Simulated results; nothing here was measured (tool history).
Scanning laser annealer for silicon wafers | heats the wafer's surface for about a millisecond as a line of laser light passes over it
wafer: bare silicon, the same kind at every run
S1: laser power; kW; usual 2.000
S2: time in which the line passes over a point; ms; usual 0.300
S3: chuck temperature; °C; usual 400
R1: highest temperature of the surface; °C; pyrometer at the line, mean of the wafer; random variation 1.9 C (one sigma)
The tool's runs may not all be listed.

{"run": 1, "day": 0.0, "S1": 2.0, "S2": 0.3, "S3": 400, "R1": 1197}
{"run": 2, "day": 2.108, "S1": 2.0, "S2": 0.3, "S3": 400, "R1": 1197}
{"run": 3, "day": 5.012, "S1": 2.0, "S2": 0.3, "S3": 400, "R1": 1197}
{"run": 4, "day": 8.604, "S1": 2.0, "S2": 0.3, "S3": 400, "R1": 1197}
{"run": 5, "day": 11.358, "S1": 2.0, "S2": 0.3, "S3": 400, "R1": 1195}
{"run": 6, "day": 14.129, "S1": 2.0, "S2": 0.3, "S3": 400, "R1": 1197}
{"run": 7, "day": 17.433, "S1": 2.0, "S2": 0.315, "S3": 400, "R1": 1213}
{"run": 8, "day": 20.738, "S1": 2.0, "S2": 0.3, "S3": 400, "R1": 1199}
{"run": 9, "day": 24.496, "S1": 2.0, "S2": 0.215, "S3": 400, "R1": 1093}
{"run": 10, "day": 26.904, "S1": 2.0, "S2": 0.215, "S3": 400, "R1": 1092}
{"run": 11, "day": 29.521, "S1": 2.0, "S2": 0.215, "S3": 400, "R1": 1092}
{"run": 12, "day": 31.117, "S1": 2.0, "S2": 0.215, "S3": 400, "R1": 1089}
{"run": 13, "day": 34.858, "S1": 1.916, "S2": 0.265, "S3": 435, "R1": 1159}
{"run": 14, "day": 36.542, "S1": 1.916, "S2": 0.265, "S3": 435, "R1": 1157}
{"run": 15, "day": 40.188, "S1": 1.916, "S2": 0.265, "S3": 435, "R1": 1158}
{"run": 16, "day": 43.683, "S1": 2.106, "S2": 0.274, "S3": 372, "R1": 1176}
{"run": 17, "day": 47.354, "S1": 2.106, "S2": 0.274, "S3": 372, "R1": 1179}
{"run": 18, "day": 49.417, "S1": 2.187, "S2": 0.284, "S3": 363, "R1": 1210}
{"run": 19, "day": 52.312, "S1": 1.795, "S2": 0.216, "S3": 438, "R1": 1063}

Not shown: 3 entries that the log had between the listed runs. Between which runs, and how does the tool's hidden state differ before and after?
Between runs 2 and 3: window over the wafer cleaned (day 3.667)
  light that passes the window, % of a clean one's: 99.89 -> 99.99
Between runs 7 and 8: optics aligned, line set to its width (day 19.358)
  light that passes the window, % of a clean one's: 99.95 -> 99.94; width of the line over the set one, %: 0.03 -> 0.01
Between runs 15 and 16: window over the wafer cleaned (day 40.442)
  light that passes the window, % of a clean one's: 99.87 -> 99.98
